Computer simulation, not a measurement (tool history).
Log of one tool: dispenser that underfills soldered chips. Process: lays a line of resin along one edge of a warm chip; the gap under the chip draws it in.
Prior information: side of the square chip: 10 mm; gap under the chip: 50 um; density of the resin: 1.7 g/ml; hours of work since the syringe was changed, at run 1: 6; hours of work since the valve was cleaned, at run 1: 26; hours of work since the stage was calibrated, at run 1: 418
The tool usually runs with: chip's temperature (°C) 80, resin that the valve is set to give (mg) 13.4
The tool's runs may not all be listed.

run	hour	chip's temperature (°C)	resin that the valve is set to give (mg)	hours of work since the syringe was changed	hours of work since the valve was cleaned	hours of work since the stage was calibrated	time until the resin shows at the far edge (s)	resin that the valve gave (mg)
1	0.0	80	13.4	6	26	418	158.6	13.12
# hour 2.5: new syringe of resin
# hour 12.9: new syringe of resin
2	12.9	80	17.1	0	36	427	103.7	16.50
3	20.1	80	17.1	6	41	433	149.9	16.49
# hour 23.5: new syringe of resin
4	30.3	80	13.4	5	49	440	147.0	12.68
# hour 33.7: new syringe of resin
5	40.8	80	13.4	5	57	448	141.6	12.77
# hour 44.0: new syringe of resin
6	49.0	80	13.4	4	63	454	136.7	12.75
# hour 54.7: new syringe of resin
7	62.0	80	13.4	6	72	464	146.7	12.46
# hour 65.5: new syringe of resin
8	69.7	73	14.8	3	78	469	161.4	13.72
# hour 75.6: new syringe of resin
9	77.4	77	12.8	1	84	475	126.9	11.94
# hour 85.7: new syringe of resin
10	87.9	75	12.8	2	92	483	138.7	11.72
# hour 96.5: new syringe of resin
11	98.5	85	12.0	2	99	491	104.2	11.04

Branching from run 11: 5 alternative next runs. What would each branch give?
# hour 107.0: new syringe of resin
A	111.2	93	15.0	3	109	500	?	?
# hour 107.0: new syringe of resin
B	111.2	85	15.2	3	109	500	?	?
# hour 107.0: new syringe of resin
C	111.2	81	11.9	3	109	500	?	?
# hour 107.0: new syringe of resin
D	111.2	80	16.9	3	109	500	?	?
# hour 107.0: new syringe of resin
E	111.2	76	13.6	3	109	500	?	?

run	time until the resin shows at the far edge (s)	resin that the valve gave (mg)
A	83.9	13.65
B	105.7	13.66
C	129.3	10.87
D	123.7	15.29
E	142.4	12.34
The same runs, with their run-to-run variation unchanged, on a tool lacking any hidden condition would have given:
run	time until the resin shows at the far edge (s)	resin that the valve gave (mg)
A	76.1	15.07
B	96.3	15.08
C	116.0	12.00
D	113.5	16.88
E	129.7	13.63
